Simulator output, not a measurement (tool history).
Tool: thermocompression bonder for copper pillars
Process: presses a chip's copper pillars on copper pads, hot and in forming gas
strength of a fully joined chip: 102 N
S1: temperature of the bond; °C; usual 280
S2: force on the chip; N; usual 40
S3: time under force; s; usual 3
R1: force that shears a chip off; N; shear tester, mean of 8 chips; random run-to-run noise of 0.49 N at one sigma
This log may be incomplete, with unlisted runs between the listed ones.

Run 1, hour 0.0: usual settings. Result: R1 38.6 N.
Run 2, hour 5.5: usual settings. Result: R1 37.5 N.
Run 3, hour 16.7: usual settings. Result: R1 37.8 N.
Run 4, hour 24.8: usual settings but S2 36 N. Result: R1 34.7 N.
Run 5, hour 32.5: usual settings but S2 36 N. Result: R1 35.1 N.
Run 6, hour 45.2: usual settings but S2 36 N. Result: R1 34.9 N.
Run 7, hour 57.4: usual settings but S2 36 N, S3 5 s. Result: R1 42.6 N.
Run 8, hour 67.1: usual settings but S2 36 N, S3 5 s. Result: R1 41.8 N.
At hour 71.1: forming gas filter changed.
Run 9, hour 77.9: usual settings but S2 36 N, S3 5 s. Result: R1 46.1 N.
Run 10, hour 87.0: usual settings but S2 36 N, S3 5 s. Result: R1 45.6 N.
Run 11, hour 95.0: usual settings but S3 2 s. Result: R1 34.6 N.
Run 12, hour 100.1: usual settings. Result: R1 39.0 N.
At hour 103.1: heater calibrated with a thermocouple chip.
Run 13, hour 112.8: usual settings. Result: R1 38.9 N.
Run 14, hour 124.1: usual settings but S2 34 N. Result: R1 36.2 N.
Run 15, hour 136.2: usual settings but S2 41 N. Result: R1 40.6 N.
Run 16, hour 146.1: usual settings. Result: R1 38.4 N.
At hour 151.3: heater calibrated with a thermocouple chip, once more.
Run 17, hour 158.6: usual settings. Result: R1 39.3 N.
Run 18, hour 166.5: usual settings. Result: R1 39.8 N.
Run 19, hour 174.6: usual settings but S1 295 °C, S2 52 N, S3 2 s. Result: R1 45.3 N.
Run 20, hour 186.7: usual settings but S1 255 °C, S2 28 N. Result: R1 21.1 N.
Run 21, hour 193.4: usual settings but S1 278 °C, S3 4 s. Result: R1 40.9 N.
Run 22, hour 202.5: usual settings but S1 272 °C, S3 2 s. Result: R1 29.9 N.
Run 23, hour 209.4: usual settings but S1 275 °C, S2 34 N, S3 4 s. Result: R1 37.3 N.
Run 24, hour 218.9: usual settings but S3 4 s. Result: R1 43.2 N.
Run 25, hour 230.5: usual settings but S1 266 °C. Result: R1 31.7 N.
Run 26, hour 238.1: usual settings but S1 284 °C, S2 30 N, S3 2 s. Result: R1 28.0 N.
Run 27, hour 250.4: usual settings but S1 284 °C, S2 30 N, S3 2 s. Result: R1 28.2 N.
Run 28, hour 260.4: usual settings but S1 278 °C, S3 2 s. Result: R1 31.3 N.
Run 29, hour 272.0: usual settings but S1 252 °C, S2 25 N, S3 2 s. Result: R1 15.5 N.
Run 30, hour 280.7: usual settings but S1 252 °C, S2 25 N, S3 2 s. Result: R1 14.7 N.
Run 31, hour 293.0: usual settings but S1 284 °C, S2 56 N, S3 7 s. Result: R1 62.3 N.
Run 32, hour 302.2: usual settings but S2 32 N. Result: R1 33.5 N.
Run 33, hour 311.5: usual settings but S1 283 °C, S2 45 N, S3 2 s. Result: R1 35.1 N.
Run 34, hour 323.5: usual settings but S1 252 °C, S2 33 N, S3 4 s. Result: R1 24.6 N.
Run 35, hour 329.1: usual settings but S1 253 °C, S2 35 N, S3 6 s. Result: R1 30.7 N.
Run 36, hour 341.7: usual settings but S1 271 °C, S2 59 N. Result: R1 39.6 N.

5 options for the next run, each taken on its own from the tool as it stands now. Forecast them:
At hour 352.7: force cell calibrated.
Run A, hour 352.7: usual settings but S1 269 °C, S2 56 N, S3 2 s. Result: R1 ?.
At hour 352.7: force cell calibrated.
Run B, hour 352.7: usual settings but S3 7 s. Result: R1 ?.
At hour 352.7: force cell calibrated.
Run C, hour 352.7: usual settings but S1 284 °C, S2 29 N. Result: R1 ?.
At hour 352.7: force cell calibrated.
Run D, hour 352.7: usual settings but S1 256 °C, S2 59 N. Result: R1 ?.
At hour 352.7: force cell calibrated.
Run E, hour 352.7: usual settings but S2 30 N. Result: R1 ?.

run    R1
  A  31.7
  B  48.2
  C  30.9
  D  32.3
  E  30.0
Had the tool no hidden state, the same runs would have come out as:
run    R1
  A  35.3
  B  53.4
  C  34.4
  D  36.0
  E  33.4
